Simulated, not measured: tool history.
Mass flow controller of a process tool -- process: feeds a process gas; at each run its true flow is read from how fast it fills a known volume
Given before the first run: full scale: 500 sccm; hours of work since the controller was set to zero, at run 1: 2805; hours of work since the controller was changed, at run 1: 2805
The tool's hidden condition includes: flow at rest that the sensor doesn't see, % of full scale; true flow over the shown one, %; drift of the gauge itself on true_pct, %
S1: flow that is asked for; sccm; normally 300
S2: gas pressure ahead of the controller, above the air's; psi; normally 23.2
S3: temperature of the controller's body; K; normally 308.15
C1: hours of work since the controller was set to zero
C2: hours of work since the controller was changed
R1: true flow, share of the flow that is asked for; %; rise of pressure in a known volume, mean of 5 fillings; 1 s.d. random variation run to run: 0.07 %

run    hour   S1    S2      S3    C1    C2      R1
  1     0.0  300  23.2  308.15  2805  2805   99.29
  2   149.9  300  23.2  308.15  2852  2852   99.41
  3   384.2  300  23.2  308.15  2925  2925   99.39
  4   591.5  300  23.2  308.15  2990  2990   99.32
  5   852.7  346  23.2  308.15  3072  3072   99.41
  6   961.0  275  23.2  308.15  3106  3106   99.27
  7  1081.4  113  23.2  308.15  3144  3144   98.98
  8  1271.2  300  23.2  308.15  3203  3203   99.41
  9  1421.6  300  23.2  308.15  3250  3250   99.37
 10  1571.3  300  23.2  308.15  3297  3297   99.28
 11  1775.7  300  23.2  308.15  3361  3361   99.24
 12  1894.8  138  23.2  308.15  3399  3399   98.96
 13  2019.3  300  23.2  312.15  3438  3438   99.22
 14  2146.9  300  28.4  312.15  3478  3478   98.94
 15  2360.3  300  23.2  308.15  3545  3545   99.40
 16  2569.3  300  23.2  308.15  3610  3610   99.33
 17  2711.8  300  23.2  308.15  3655  3655   99.43
 18  2829.9  300  23.2  308.15  3692  3692   99.27
 19  2942.9  300  23.2  305.15  3727  3727   99.40
 20  3205.3  240  23.2  305.15  3810  3810   99.35
 21  3318.6  240  23.2  305.15  3845  3845   99.48
 22  3515.7  300  23.2  308.15  3907  3907   99.24
 23  3780.7  300  23.2  308.15  3990  3990   99.37
 24  3967.6  300  23.2  308.15  4049  4049   99.21
 25  4146.1  300  23.2  308.15  4105  4105   99.29
 26  4285.3  300  23.2  308.15  4148  4148   99.21
 27  4533.8  300  23.2  302.15  4226  4226   99.52
 28  4799.8  218  40.3  311.15  4310  4310   98.48
 29  5067.9   52  23.2  309.15  4394  4394   98.96
 30  5190.1  300  23.2  304.15  4432  4432   99.61
 31  5455.4  300  23.2  304.15  4515  4515   99.46
 32  5712.2  300  23.2  304.15  4596  4596   99.70
 33  5931.2  178  26.4  299.15  4664  4664   99.54
 34  6084.9  178  26.4  299.15  4713  4713   99.57
 35  6291.4  300  23.2  296.15  4777  4777  100.07
 36  6456.3  267  37.3  308.15  4829  4829   98.92
 37  6717.7  267  37.3  308.15  4911  4911   98.81
 38  6830.2  267  33.6  300.15  4946  4946   99.55
 39  6988.6  267  21.0  294.15  4996  4996  100.13
 40  7162.9  267  21.0  294.15  5051  5051  100.23
 41  7393.7  245  27.6  302.15  5123  5123   99.49
 42  7601.2   63  29.6  295.15  5188  5188   99.59
 43  7773.7   63  29.6  295.15  5242  5242   99.51
 44  7993.5   63  29.6  295.15  5311  5311   99.48
 45  8124.3  342  39.0  305.15  5352  5352   99.05
 46  8239.2   62  32.8  304.15  5388  5388   98.95
 47  8368.0   62  32.8  304.15  5429  5429   99.02
 48  8601.2   71  37.3  295.15  5502  5502   99.35
 49  8762.2   71  37.3  295.15  5552  5552   99.19

Below are 3 alternative next runs, each starting from the tool's condition after run 49. Predict each:
  A  8997.1  226  37.3  295.15  5626  5626   ?
  B  8997.1   90  29.2  308.15  5626  5626   ?
  C  8997.1   77  37.3  309.15  5626  5626   ?

run     R1
  A  99.49
  B  98.84
  C  98.49
The same runs, with their run-to-run variation unchanged, on a tool lacking any hidden condition would have given:
run     R1
  A  99.49
  B  98.85
  C  98.50
